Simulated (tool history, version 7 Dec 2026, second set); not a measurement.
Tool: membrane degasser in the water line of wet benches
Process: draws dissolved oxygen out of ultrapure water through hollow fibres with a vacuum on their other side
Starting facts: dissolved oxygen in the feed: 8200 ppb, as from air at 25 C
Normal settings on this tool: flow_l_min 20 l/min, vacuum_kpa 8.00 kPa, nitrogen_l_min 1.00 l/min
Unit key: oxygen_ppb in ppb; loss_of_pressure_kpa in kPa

run,hour,flow_l_min,vacuum_kpa,nitrogen_l_min,oxygen_ppb,loss_of_pressure_kpa
1,0.0,20,8.00,1.00,537.0,65.85
# hour 86.0: seals of the vacuum lines changed
2,179.6,24,8.00,1.00,726.0,78.99
3,275.1,24,8.00,1.00,721.4,79.05
4,431.9,24,8.00,1.00,727.0,79.51
5,572.5,20,8.00,1.00,533.5,65.73
6,710.1,13,8.00,1.00,243.9,42.75
7,806.0,13,8.00,1.00,244.7,42.88
8,951.3,20,8.00,1.00,540.2,66.29
9,1115.6,20,8.00,1.00,543.7,66.47
10,1301.8,20,8.00,1.00,544.8,66.68
11,1495.4,26,8.00,1.00,836.9,86.27
12,1683.6,26,8.00,1.00,841.0,86.13
13,1853.3,26,8.00,1.00,830.8,86.76
14,2027.5,26,8.00,1.00,839.5,86.88
# hour 2043.1: vacuum gauge calibrated
15,2115.5,17,8.00,1.00,416.6,56.57
16,2283.9,20,12.03,1.00,697.0,66.44
17,2410.3,15,8.00,0.82,368.4,50.47
18,2533.4,21,8.00,1.94,510.0,70.56
19,2708.9,13,19.67,1.94,361.4,43.71
20,2819.8,15,18.19,1.00,639.6,50.57
# hour 2935.9: vacuum gauge calibrated, once more
21,2983.3,26,18.19,0.49,1750.0,86.93
22,3128.6,20,8.00,1.40,497.7,67.58
23,3229.9,20,8.00,0.50,715.9,66.91
24,3379.0,20,8.00,0.50,700.7,67.45
25,3551.9,19,14.75,1.18,694.1,64.72
26,3706.6,12,5.73,1.48,133.6,40.39
27,3807.6,12,5.73,1.48,134.8,40.15
28,3987.0,12,5.73,1.48,134.2,40.34
29,4104.9,17,8.00,1.00,410.7,57.27
30,4268.8,22,8.28,0.66,753.3,73.89
31,4441.1,28,15.94,1.00,1330.1,95.51
32,4620.0,15,7.32,0.97,315.7,50.97

For each run, the measured value with the value that run would have given without the tool's hidden condition subtracted. The run-to-run variation is shared by both, the gauge scatter possibly not:
The tool's hidden condition here consists of: membrane still open, %; true pressure behind the membrane over the reading, kPa; air that leaks in behind the membrane, l/min; drift of the gauge itself on oxygen_ppb, %; drift of the gauge itself on loss_of_pressure_kpa, %.
run,oxygen_ppb,loss_of_pressure_kpa
1,+49.4,+2.64
2,+60.5,+3.24
3,+60.9,+3.29
4,+63.0,+3.38
5,+49.9,+2.87
6,+23.2,+1.90
7,+23.7,+1.92
8,+53.3,+3.03
9,+54.7,+3.09
10,+56.2,+3.17
11,+80.9,+4.20
12,+83.2,+4.30
13,+84.0,+4.42
14,+86.5,+4.50
15,+52.4,+2.97
16,+65.1,+3.56
17,+46.1,+2.71
18,+70.1,+3.87
19,+30.6,+2.43
20,+44.6,+2.86
21,+64.4,+5.00
22,+60.8,+3.94
23,+59.1,+3.96
24,+59.1,+4.03
25,+57.4,+3.92
26,+22.6,+2.50
27,+23.0,+2.52
28,+23.5,+2.57
29,+51.4,+3.69
30,+78.2,+4.81
31,+102.2,+6.32
32,+43.9,+3.44
